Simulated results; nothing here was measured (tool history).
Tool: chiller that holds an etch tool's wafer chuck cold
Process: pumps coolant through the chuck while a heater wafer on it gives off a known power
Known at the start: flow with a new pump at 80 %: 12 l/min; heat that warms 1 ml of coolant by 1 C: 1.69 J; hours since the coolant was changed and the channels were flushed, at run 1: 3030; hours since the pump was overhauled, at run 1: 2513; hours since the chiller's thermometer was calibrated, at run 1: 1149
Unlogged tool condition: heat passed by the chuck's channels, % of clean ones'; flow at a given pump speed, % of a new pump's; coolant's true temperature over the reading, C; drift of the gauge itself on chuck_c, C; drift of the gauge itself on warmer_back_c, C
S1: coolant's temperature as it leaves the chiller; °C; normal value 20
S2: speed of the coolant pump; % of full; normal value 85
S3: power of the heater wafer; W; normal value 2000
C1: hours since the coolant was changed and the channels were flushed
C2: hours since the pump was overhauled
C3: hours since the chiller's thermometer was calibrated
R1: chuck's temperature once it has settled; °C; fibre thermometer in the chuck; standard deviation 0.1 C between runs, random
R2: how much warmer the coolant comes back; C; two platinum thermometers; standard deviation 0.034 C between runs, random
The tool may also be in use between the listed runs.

run	hour	S1	S2	S3	C1	C2	C3	R1	R2
1	0.0	20	85	2000	3030	2513	1149	41.8	5.82
2	76.5	20	85	2000	3107	2589	1226	42.0	5.81
3	117.2	20	85	2000	3148	2630	1266	42.1	5.75
4	208.5	20	85	2000	3239	2721	1358	42.1	5.77
5	253.9	20	85	2000	3284	2767	1403	42.1	5.73
6	301.7	18	85	2000	3332	2814	1451	40.2	5.80
7	358.3	18	85	2000	3389	2871	1508	40.1	5.84
8	427.4	18	88	2000	3458	2940	1577	39.8	5.58
9	520.8	18	88	2583	3551	3033	1670	46.2	7.22
10	609.0	20	85	2000	3639	3122	1758	42.2	5.83
11	684.2	13	85	2000	3715	3197	1833	35.6	5.75
12	773.4	13	85	2000	3804	3286	1923	35.5	5.83
13	824.9	12	85	1368	3855	3338	1974	27.6	3.93
14	915.0	12	83	2000	3945	3428	2064	34.9	5.96
15	993.5	12	83	2000	4024	3506	2143	35.0	5.99
16	1067.1	16	85	2151	4097	3580	2216	40.5	6.36
17	1140.9	16	85	2151	4171	3654	2290	40.5	6.33
18	1180.9	21	85	1133	4211	3694	2330	34.1	3.34
19	1220.7	24	63	1925	4251	3733	2370	50.7	7.60
20	1285.5	10	88	1976	4316	3798	2435	32.4	5.60
21	1367.8	23	85	2912	4398	3881	2517	56.7	8.59
22	1415.1	13	84	1606	4446	3928	2564	31.9	4.73
23	1475.7	29	86	1811	4506	3988	2625	49.9	5.31
24	1573.2	29	86	1811	4604	4086	2722	49.9	5.34

5 ways to go on from here, each from the tool as it stands after run 24. What would each give?
A	1661.3	20	68	1704	4692	4174	2811	?	?
B	1661.3	13	85	1516	4692	4174	2811	?	?
C	1661.3	24	83	1453	4692	4174	2811	?	?
D	1661.3	10	74	2606	4692	4174	2811	?	?
E	1661.3	11	69	2547	4692	4174	2811	?	?

run	R1	R2
A	42.8	6.32
B	31.0	4.48
C	41.3	4.41
D	43.1	8.82
E	44.6	9.27
Without the tool's hidden state the same runs would have given:
run	R1	R2
A	39.1	5.94
B	27.9	4.21
C	38.4	4.15
D	37.8	8.28
E	39.2	8.71
